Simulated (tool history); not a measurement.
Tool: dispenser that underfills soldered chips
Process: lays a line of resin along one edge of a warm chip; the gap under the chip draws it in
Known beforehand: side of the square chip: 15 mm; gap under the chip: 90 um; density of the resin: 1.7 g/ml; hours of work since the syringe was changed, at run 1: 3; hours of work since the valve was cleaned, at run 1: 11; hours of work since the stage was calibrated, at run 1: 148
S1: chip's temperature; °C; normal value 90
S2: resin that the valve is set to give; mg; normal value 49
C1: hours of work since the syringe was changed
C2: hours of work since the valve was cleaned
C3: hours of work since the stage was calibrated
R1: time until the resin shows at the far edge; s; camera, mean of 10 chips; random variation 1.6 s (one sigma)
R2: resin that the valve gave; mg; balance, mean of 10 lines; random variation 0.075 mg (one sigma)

run   hour   S1    S2  C1  C2   C3     R1     R2
  1      0   90    49   3  11  148  193.9  48.81
  2    2.7   90    49   5  13  149    216  48.69
  3    6.2   90    51   7  15  152  246.4  50.58
  4   10.7   90    49  10  18  155  293.7  48.48
      11.5  -- new syringe of resin
  5   15.5   78    49   3  21  158  258.8  48.58
  6   19.5   90    49   5  24  160  216.3  48.43
  7   24.8   90  58.3   9  27  164  260.6  57.61
        28  -- new syringe of resin
  8   28.2   91  58.3   0  29  166  152.4  57.64
  9   33.9   91  58.3   4  33  170  194.3  57.62
 10   37.8   91  58.3   7  36  172    226  57.33
 11   41.2  104    49   9  38  175  190.9  48.26
      44.1  -- new syringe of resin
 12   44.1  104    49   0  40  176  107.9  48.36
 13   47.7  104    49   2  42  179  127.9  48.08
 14   50.3  104    49   4  44  180  138.2  48.17
 15   52.8   90    49   6  46  182  222.9  48.14
 16   58.4   90    49  10  49  186  282.6     48
      60.3  -- new syringe of resin
 17     64   85    49   3  53  189  213.4     48
      67.5  -- dispensing valve cleaned and set on the balance
 18   67.9   85    49   4   0  191  238.7  48.82
 19   70.9   78    49   6   2  193  327.6  48.81
 20   75.3   84  52.9   9   5  196  329.5  52.72
      77.5  -- new syringe of resin
 21   80.2   84  52.9   2   8  199  206.8  52.71
 22   84.5   84  52.9   5  11  202  243.3  52.66
 23   88.3   86  45.2   7  14  205  284.2  44.95
 24   91.8   88  44.6  10  16  207    307  44.39
      93.7  -- new syringe of resin
 25   95.9   88  44.6   1  19  210  188.7  44.32
 26   98.9   77  56.7   3  21  212  282.2  56.21
 27  102.6   77  56.7   6  23  214  325.4  56.01
 28  108.1   77  56.7  10  27  218  407.4  56.04
       110  -- new syringe of resin
 29    114  105    57   3  30  222  123.7  56.24
 30  119.4   95  60.8   6  34  225  199.9  59.93
 31  123.8   84    55   9  37  228  320.1  54.11
     126.1  -- new syringe of resin
 32    127  103    49   1  39  230    119  48.17
 33  129.8   90    47   2  41  232  189.1  46.21
 34  134.4   92  62.2   6  44  235  207.3  61.07
 35  138.7   83  45.6   8  47  238  334.4  44.76

Each row is a separate what-if for the run after 35, all from the same tool condition, not one after another. Results?
     142.2  -- new syringe of resin
  A  143.3  92  44.7   1  50  241   ?   ?
     142.2  -- new syringe of resin
  B  143.3  78  41.7   1  50  241   ?   ?
     142.2  -- new syringe of resin
  C  143.3  83  59.2   1  50  241   ?   ?

run     R1     R2
  A  158.5  43.87
  B  239.2  40.93
  C  194.5   57.7
With the hidden condition removed and each run's random variation left untouched, the same runs would have given:
run     R1     R2
  A  154.7   44.8
  B  233.4  41.79
  C    191  58.92
